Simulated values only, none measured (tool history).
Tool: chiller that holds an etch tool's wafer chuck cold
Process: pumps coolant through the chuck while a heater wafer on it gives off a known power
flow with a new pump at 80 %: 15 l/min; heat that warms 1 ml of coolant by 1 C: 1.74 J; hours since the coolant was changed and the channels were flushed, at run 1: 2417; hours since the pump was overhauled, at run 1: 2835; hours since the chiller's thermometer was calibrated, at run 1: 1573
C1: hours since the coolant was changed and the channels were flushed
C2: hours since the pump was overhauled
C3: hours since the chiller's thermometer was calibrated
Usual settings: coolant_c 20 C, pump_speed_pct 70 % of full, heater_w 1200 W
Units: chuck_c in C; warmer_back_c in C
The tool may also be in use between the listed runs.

Run 1, hour 0: usual settings; C1 2417; C2 2835; C3 1573. Result: chuck_c 30.6 C, warmer_back_c 3.14 C.
Run 2, hour 85.8: usual settings; C1 2503; C2 2920; C3 1658. Result: chuck_c 30.6 C, warmer_back_c 3.15 C.
Run 3, hour 174.2: usual settings but pump_speed_pct 67 % of full; C1 2591; C2 3009; C3 1747. Result: chuck_c 30.8 C, warmer_back_c 3.29 C.
Run 4, hour 255.6: usual settings; C1 2673; C2 3090; C3 1828. Result: chuck_c 30.6 C, warmer_back_c 3.13 C.
Run 5, hour 309.2: usual settings; C1 2726; C2 3144; C3 1882. Result: chuck_c 30.7 C, warmer_back_c 3.16 C.
Run 6, hour 385.5: usual settings; C1 2803; C2 3220; C3 1958. Result: chuck_c 30.5 C, warmer_back_c 3.15 C.
Run 7, hour 479.6: usual settings; C1 2897; C2 3314; C3 2052. Result: chuck_c 30.5 C, warmer_back_c 3.16 C.
Run 8, hour 526.2: usual settings but coolant_c 25 C; C1 2943; C2 3361; C3 2099. Result: chuck_c 35.4 C, warmer_back_c 3.12 C.
At hour 581.6: chiller's thermometer calibrated.
Run 9, hour 628.5: usual settings but coolant_c 27 C; C1 3045; C2 3462; C3 47. Result: chuck_c 37.7 C, warmer_back_c 3.13 C.
Run 10, hour 720.9: usual settings but coolant_c 27 C; C1 3137; C2 3555; C3 139. Result: chuck_c 37.5 C, warmer_back_c 3.14 C.
Run 11, hour 776.4: usual settings; C1 3193; C2 3610; C3 195. Result: chuck_c 30.7 C, warmer_back_c 3.11 C.
Run 12, hour 832.6: usual settings; C1 3249; C2 3666; C3 251. Result: chuck_c 30.5 C, warmer_back_c 3.13 C.
Run 13, hour 927.7: usual settings; C1 3344; C2 3761; C3 346. Result: chuck_c 30.7 C, warmer_back_c 3.15 C.
Run 14, hour 976.8: usual settings but pump_speed_pct 83 % of full; C1 3393; C2 3810; C3 395. Result: chuck_c 29.6 C, warmer_back_c 2.65 C.
Run 15, hour 1069.6: usual settings but pump_speed_pct 83 % of full; C1 3486; C2 3903; C3 488. Result: chuck_c 29.6 C, warmer_back_c 2.61 C.
Run 16, hour 1163.6: usual settings but pump_speed_pct 82 % of full, heater_w 677 W; C1 3580; C2 3997; C3 582. Result: chuck_c 25.5 C, warmer_back_c 1.52 C.
Run 17, hour 1207.8: usual settings but pump_speed_pct 82 % of full, heater_w 677 W; C1 3624; C2 4041; C3 626. Result: chuck_c 25.4 C, warmer_back_c 1.52 C.
Run 18, hour 1274.2: usual settings but coolant_c 26 C, heater_w 1506 W; C1 3690; C2 4108; C3 693. Result: chuck_c 39.2 C, warmer_back_c 3.92 C.
Run 19, hour 1374.7: usual settings but coolant_c 26 C, pump_speed_pct 96 % of full, heater_w 846 W; C1 3791; C2 4208; C3 793. Result: chuck_c 32.2 C, warmer_back_c 1.62 C.
Run 20, hour 1460.3: usual settings but coolant_c 12 C, pump_speed_pct 72 % of full; C1 3876; C2 4294; C3 879. Result: chuck_c 22.4 C, warmer_back_c 3.05 C.
Run 21, hour 1562.9: usual settings but coolant_c 14 C, pump_speed_pct 68 % of full; C1 3979; C2 4396; C3 981. Result: chuck_c 24.9 C, warmer_back_c 3.23 C.
Run 22, hour 1636.2: usual settings but coolant_c 17 C, heater_w 1786 W; C1 4052; C2 4470; C3 1055. Result: chuck_c 32.7 C, warmer_back_c 4.67 C.
Run 23, hour 1694.3: usual settings but coolant_c 19 C, pump_speed_pct 99 % of full, heater_w 720 W; C1 4110; C2 4528; C3 1113. Result: chuck_c 24.3 C, warmer_back_c 1.32 C.
Run 24, hour 1742.4: usual settings but coolant_c 23 C, pump_speed_pct 99 % of full, heater_w 720 W; C1 4159; C2 4576; C3 1161. Result: chuck_c 28.3 C, warmer_back_c 1.32 C.
Run 25, hour 1820.4: usual settings but coolant_c 23 C, pump_speed_pct 99 % of full, heater_w 644 W; C1 4237; C2 4654; C3 1239. Result: chuck_c 27.6 C, warmer_back_c 1.19 C.
Run 26, hour 1913.8: usual settings but coolant_c 24 C, pump_speed_pct 65 % of full, heater_w 1154 W; C1 4330; C2 4747; C3 1332. Result: chuck_c 34.7 C, warmer_back_c 3.22 C.
Run 27, hour 1992.2: usual settings but coolant_c 12 C, pump_speed_pct 65 % of full, heater_w 987 W; C1 4408; C2 4826; C3 1411. Result: chuck_c 21.1 C, warmer_back_c 2.74 C.
Run 28, hour 2090.4: usual settings but coolant_c 12 C, pump_speed_pct 65 % of full, heater_w 987 W; C1 4507; C2 4924; C3 1509. Result: chuck_c 21.1 C, warmer_back_c 2.78 C.
Run 29, hour 2195.2: usual settings but coolant_c 16 C, pump_speed_pct 75 % of full, heater_w 1375 W; C1 4611; C2 5029; C3 1614. Result: chuck_c 27.8 C, warmer_back_c 3.38 C.
Run 30, hour 2261.4: usual settings but heater_w 978 W; C1 4678; C2 5095; C3 1680. Result: chuck_c 28.7 C, warmer_back_c 2.58 C.

How the hidden state differs across the entries between the runs, from the last listed run before each to the first after it:
Between runs 8 and 9: chiller's thermometer calibrated (hour 581.6)
  no hidden state differs between the two runs
